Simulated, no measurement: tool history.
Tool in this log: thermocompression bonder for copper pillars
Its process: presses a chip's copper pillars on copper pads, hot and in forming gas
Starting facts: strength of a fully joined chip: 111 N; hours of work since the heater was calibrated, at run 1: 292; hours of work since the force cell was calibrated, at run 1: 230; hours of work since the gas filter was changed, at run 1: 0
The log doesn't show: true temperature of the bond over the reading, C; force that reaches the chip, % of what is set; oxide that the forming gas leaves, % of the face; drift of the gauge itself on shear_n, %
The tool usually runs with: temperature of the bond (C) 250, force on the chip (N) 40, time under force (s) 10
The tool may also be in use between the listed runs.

run,hour,temperature of the bond (C),force on the chip (N),time under force (s),hours of work since the heater was calibrated,hours of work since the force cell was calibrated,hours of work since the gas filter was changed,force that shears a chip off (N)
1,0,250,40,10,292,230,0,42.3
2,28,250,40,10,309,246,16,42.8
3,59.3,250,40,10,327,265,35,40.9
4,77.9,250,40,10,338,276,46,40.1
5,101,250,40,11,352,289,59,42.4
6,129.6,250,40,10,369,306,76,41.5
7,160.4,230,40,10,387,324,94,27.3
8,195.2,230,40,10,407,345,115,27.8
9,218.4,230,40,10,421,358,129,27.6
10,252.2,230,40,10,441,378,148,27.3
11,277.2,250,40,10,456,393,163,40.6
12,305.6,250,40,10,472,410,180,40.5
# hour 309.4: force cell calibrated
13,323.6,250,40,10,482,8,190,40.7
# hour 346: forming gas filter changed
14,362,231,40,22,504,31,9,39.6
15,392.2,231,40,22,522,48,27,39.6
16,410.6,250,40,7,533,59,38,35.3
17,438.1,250,40,7,549,75,54,35.6
18,457.2,247,31,7,560,87,65,28.9
19,494.7,249,31,7,582,109,88,28.9
# hour 504.5: force cell calibrated, once more
20,523,250,28,10,598,11,103,30.6
21,545.9,252,38,9,612,24,117,36.8
22,577.2,247,43,13,630,43,135,42.9
23,608.5,247,43,13,649,61,154,43.3
24,638.3,247,43,13,666,79,171,41.4
25,668.1,271,36,8,684,96,189,46.6

4 ways to go on from here, each from the tool as it stands after run 25. What would each give?
A,689.6,250,45,10,696,109,201,?
B,689.6,250,40,18,696,109,201,?
C,689.6,250,35,30,696,109,201,?
D,689.6,250,40,6,696,109,201,?

run,force that shears a chip off (N)
A,42.7
B,48.2
C,53.3
D,30.9
Stripped of hidden state, with their random variation kept, the same runs would have yielded:
run,force that shears a chip off (N)
A,47.7
B,53.7
C,59.1
D,34.8
